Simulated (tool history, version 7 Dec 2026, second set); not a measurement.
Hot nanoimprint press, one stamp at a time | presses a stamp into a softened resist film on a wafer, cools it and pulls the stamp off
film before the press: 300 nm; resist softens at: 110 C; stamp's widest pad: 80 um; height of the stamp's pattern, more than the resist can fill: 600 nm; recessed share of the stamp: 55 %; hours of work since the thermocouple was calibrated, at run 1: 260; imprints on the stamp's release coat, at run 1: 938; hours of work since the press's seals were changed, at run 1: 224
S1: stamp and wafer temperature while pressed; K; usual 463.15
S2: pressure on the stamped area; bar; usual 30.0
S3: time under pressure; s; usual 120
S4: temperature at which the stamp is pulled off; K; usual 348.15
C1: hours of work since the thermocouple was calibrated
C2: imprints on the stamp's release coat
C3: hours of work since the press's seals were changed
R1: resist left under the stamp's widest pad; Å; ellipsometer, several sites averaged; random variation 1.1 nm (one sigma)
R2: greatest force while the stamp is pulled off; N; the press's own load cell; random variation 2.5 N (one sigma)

run,day,S1,S2,S3,S4,C1,C2,C3,R1,R2
1,0.000,463.15,30.0,120,348.15,260,938,224,1671,156
2,1.712,463.15,30.0,120,348.15,281,1005,245,1655,155
3,3.129,463.15,30.0,120,348.15,299,1060,263,1660,168
4,4.342,463.15,28.0,120,348.15,314,1108,278,1694,162
# day 4.962: plate thermocouple calibrated
5,5.704,466.15,30.0,120,348.15,9,1156,294,1398,168
6,6.667,466.15,30.0,120,348.15,21,1194,306,1388,172
7,8.400,463.15,19.7,120,348.15,43,1262,327,1829,182
8,10.283,463.15,30.0,120,348.15,66,1336,351,1581,173
9,11.675,463.15,30.0,120,348.15,83,1390,368,1578,187
# day 12.808: plate thermocouple calibrated, once more
10,12.888,463.15,30.0,120,348.15,1,1433,381,1740,185
11,13.900,463.15,30.0,120,348.15,14,1472,394,1736,195
12,15.775,463.15,30.0,120,348.15,37,1546,417,1719,195
13,17.042,463.15,30.0,120,348.15,53,1595,433,1714,201
14,18.654,463.15,30.0,120,348.15,73,1659,453,1710,201
15,20.592,463.15,30.0,120,348.15,97,1734,477,1729,205
16,22.550,463.15,30.0,228,348.15,121,1811,502,1351,207
17,24.250,463.15,30.0,228,348.15,142,1877,523,1358,210
18,25.983,463.15,30.0,120,349.15,164,1945,544,1669,217
# day 27.038: stamp cleaned and given a new release coat
19,27.104,451.15,31.6,222,348.15,175,2,555,2174,113
20,28.975,463.15,42.6,120,333.15,198,76,578,1488,159
21,30.821,469.15,20.5,115,345.15,221,148,601,1533,120
22,32.012,469.15,20.5,115,345.15,236,195,616,1538,135
23,33.058,469.15,20.5,115,345.15,249,236,629,1544,128
24,34.767,469.15,20.5,83,333.15,270,302,650,1706,165
# day 35.871: press's hydraulic seals changed and the load cell set to zero
25,36.833,469.15,20.5,83,333.15,292,370,12,1683,174
26,38.704,461.15,20.5,83,348.15,315,444,35,2184,136
# day 39.146: plate thermocouple calibrated
27,40.604,463.15,28.5,234,348.15,18,513,57,1363,144
28,41.692,463.15,28.5,234,348.15,32,556,71,1368,142
29,43.175,463.15,30.0,116,348.15,50,614,89,1722,145
30,44.871,463.15,30.0,61,348.15,71,680,110,2062,145
31,45.933,463.15,30.0,61,348.15,84,722,124,2051,149

Forecast each of these 3 alternatives for the next run:
A,46.950,470.15,30.0,120,349.15,97,762,136,?,?
B,46.950,463.15,33.4,120,348.15,97,762,136,?,?
C,46.950,463.15,37.7,130,346.15,97,762,136,?,?

run,R1,R2
A,1250,145
B,1649,152
C,1538,157
Without the tool's hidden state the same runs would have given:
run,R1,R2
A,1270,110
B,1673,116
C,1562,120
